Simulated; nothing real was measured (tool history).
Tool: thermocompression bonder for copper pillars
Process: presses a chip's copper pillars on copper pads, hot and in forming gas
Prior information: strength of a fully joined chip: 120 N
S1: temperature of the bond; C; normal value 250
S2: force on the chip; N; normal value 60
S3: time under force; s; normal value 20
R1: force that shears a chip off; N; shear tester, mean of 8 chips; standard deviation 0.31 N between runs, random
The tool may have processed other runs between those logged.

run 1 hour=0.0 | S1=250 S2=60 S3=20 | R1=83.1
run 2 hour=28.5 | S1=250 S2=42 S3=20 | R1=60.9
run 3 hour=61.8 | S1=250 S2=42 S3=20 | R1=60.8
run 4 hour=83.5 | S1=250 S2=42 S3=20 | R1=61.1
run 5 hour=108.4 | S1=250 S2=42 S3=20 | R1=61.0
-- hour=119.9 forming gas filter changed
run 6 hour=125.8 | S1=250 S2=42 S3=20 | R1=61.0
run 7 hour=157.2 | S1=234 S2=60 S3=20 | R1=71.4
run 8 hour=173.3 | S1=234 S2=60 S3=20 | R1=71.9
run 9 hour=189.9 | S1=250 S2=60 S3=20 | R1=82.8
run 10 hour=215.4 | S1=250 S2=60 S3=20 | R1=83.5
run 11 hour=245.7 | S1=250 S2=60 S3=20 | R1=83.1
run 12 hour=272.8 | S1=250 S2=49 S3=20 | R1=69.9
run 13 hour=307.5 | S1=250 S2=49 S3=20 | R1=70.5
run 14 hour=334.7 | S1=250 S2=60 S3=20 | R1=83.5
run 15 hour=371.3 | S1=250 S2=60 S3=55 | R1=103.6
run 16 hour=399.8 | S1=250 S2=60 S3=55 | R1=103.6
run 17 hour=430.4 | S1=243 S2=60 S3=20 | R1=79.0
run 18 hour=447.5 | S1=243 S2=60 S3=20 | R1=78.8
run 19 hour=476.1 | S1=243 S2=60 S3=20 | R1=78.9
run 20 hour=511.3 | S1=243 S2=60 S3=24 | R1=83.0
run 21 hour=543.8 | S1=250 S2=42 S3=11 | R1=49.4
run 22 hour=577.5 | S1=222 S2=86 S3=45 | R1=102.7
run 23 hour=595.8 | S1=227 S2=77 S3=31 | R1=92.6
run 24 hour=619.9 | S1=240 S2=84 S3=20 | R1=96.8
run 25 hour=656.1 | S1=247 S2=84 S3=39 | R1=112.1
run 26 hour=679.5 | S1=234 S2=50 S3=17 | R1=58.3
run 27 hour=705.8 | S1=266 S2=50 S3=15 | R1=77.1
run 28 hour=729.0 | S1=263 S2=56 S3=41 | R1=102.5
run 29 hour=756.2 | S1=250 S2=54 S3=20 | R1=77.5
run 30 hour=780.0 | S1=232 S2=60 S3=15 | R1=64.7
-- hour=804.5 forming gas filter changed
run 31 hour=816.6 | S1=232 S2=60 S3=15 | R1=65.2
-- hour=829.9 gauge calibrated
run 32 hour=840.1 | S1=232 S2=60 S3=15 | R1=63.9
run 33 hour=864.6 | S1=235 S2=60 S3=20 | R1=72.2
run 34 hour=880.0 | S1=259 S2=60 S3=16 | R1=84.4
run 35 hour=907.0 | S1=228 S2=46 S3=32 | R1=60.6
run 36 hour=931.9 | S1=228 S2=46 S3=32 | R1=61.3
run 37 hour=955.1 | S1=234 S2=39 S3=32 | R1=55.9
run 38 hour=982.2 | S1=234 S2=39 S3=32 | R1=56.0
run 39 hour=999.0 | S1=234 S2=39 S3=32 | R1=55.9

Consider 3 possible next runs. They are alternatives, not a sequence: every one starts from the tool as it was left by run 39. What does each give?
run A hour=1015.0 | S1=234 S2=39 S3=17 | R1=?
run B hour=1015.0 | S1=250 S2=60 S3=56 | R1=?
run C hour=1015.0 | S1=221 S2=60 S3=56 | R1=?

run=A R1=43.7
run=B R1=103.1
run=C R1=84.7
What these runs would have given with no unlogged condition in the tool:
run=A R1=43.4
run=B R1=102.6
run=C R1=84.3

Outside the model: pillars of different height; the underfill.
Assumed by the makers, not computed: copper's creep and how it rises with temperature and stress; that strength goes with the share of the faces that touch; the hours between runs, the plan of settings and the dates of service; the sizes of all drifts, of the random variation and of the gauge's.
